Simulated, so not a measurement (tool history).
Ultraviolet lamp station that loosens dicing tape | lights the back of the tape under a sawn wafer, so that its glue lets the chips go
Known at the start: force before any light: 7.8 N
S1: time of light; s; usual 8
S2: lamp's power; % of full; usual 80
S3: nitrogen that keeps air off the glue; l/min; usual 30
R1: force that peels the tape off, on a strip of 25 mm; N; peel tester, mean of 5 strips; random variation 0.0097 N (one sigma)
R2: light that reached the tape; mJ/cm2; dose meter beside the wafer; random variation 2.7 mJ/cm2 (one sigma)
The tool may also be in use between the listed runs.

run     day  S1  S2  S3     R1   R2
  1       0   8  80  30  0.559  311
  2   0.858   8  80  15   0.96  307
  3   1.679   8  80  21  0.722  310
  4   2.442   8  80  11   1.16  297
  5   3.183  10  80  11  0.809  377
  6   4.258  10  60  11  1.381  280
  7   5.271  10  60  11  1.393  274
  8   6.067  10  60  11  1.118  319
  9   7.029  10  60  11  1.122  311
 10   7.758  10  60  11    1.1  313
 11   8.425   9  80  30  0.411  373
 12   9.438   9  80  15  0.644  368
 13  10.317   9  80  15   0.68  365
 14  11.025   9  80  15  0.701  366
 15  12.133   9  80  15  0.715  356
 16  13.546   9  80  15  0.726  354
 17  14.825   8  72  30  0.676  276
 18  15.867   8  80  30  0.554  303
 19   17.25   8  80  30  0.563  300
 20  17.833   8  80  30  0.591  304
 21  18.958   8  80  43  0.478  295
 22  19.904   5  93  47  0.813  216
 23  20.796   8  76  39  0.579  276
 24  21.792   8  80  48   0.46  289
 25  22.775   8  76  26  0.762  269
 26  23.667  12  80  28   0.36  422
 27  25.033  12  67  38  0.395  347
 28  26.158   8  82  25  0.566  329
 29  27.042   8  60  14  1.497  228
 30  28.204   8  60  12  1.705  230
 31  29.138   8  60  12  1.746  228
 32  29.875  10  69  50  0.385  321
 33  30.558   8  97  11   0.86  361
 34  31.946   7  61  13  2.048  198
 35  32.788   7  61  13  2.041  193
 36  33.829  15  94  30  0.264  639
 37  34.421  12  71  21  0.485  380
 38  35.838   4  87  30  1.772  155
 39  36.912   4  87  30  1.816  151
 40  37.925   4  65  30  2.649  111
 41  39.179   4  65  30  2.701  110
 42  40.425  14  85  45  0.256  504

Taken out of this log: 2 entries between the listed runs. Where each belongs, and how the hidden state differs across it:
Between runs 7 and 8: window cleaned of glue's vapour (day 5.725)
  lamp's light, % of a new lamp's: 93.1 -> 92.9; light that the window lets through, % of a clean one's: 85.7 -> 99.4
  measured less the result without the state, R1: +0.436 -> +0.144 N; R2: -70 -> -27 mJ/cm2
Between runs 27 and 28: window cleaned of glue's vapour (day 25.492)
  lamp's light, % of a new lamp's: 87.1 -> 86.8; light that the window lets through, % of a clean one's: 86.5 -> 98.7
  measured less the result without the state, R1: +0.104 -> +0.133 N; R2: -114 -> -54 mJ/cm2
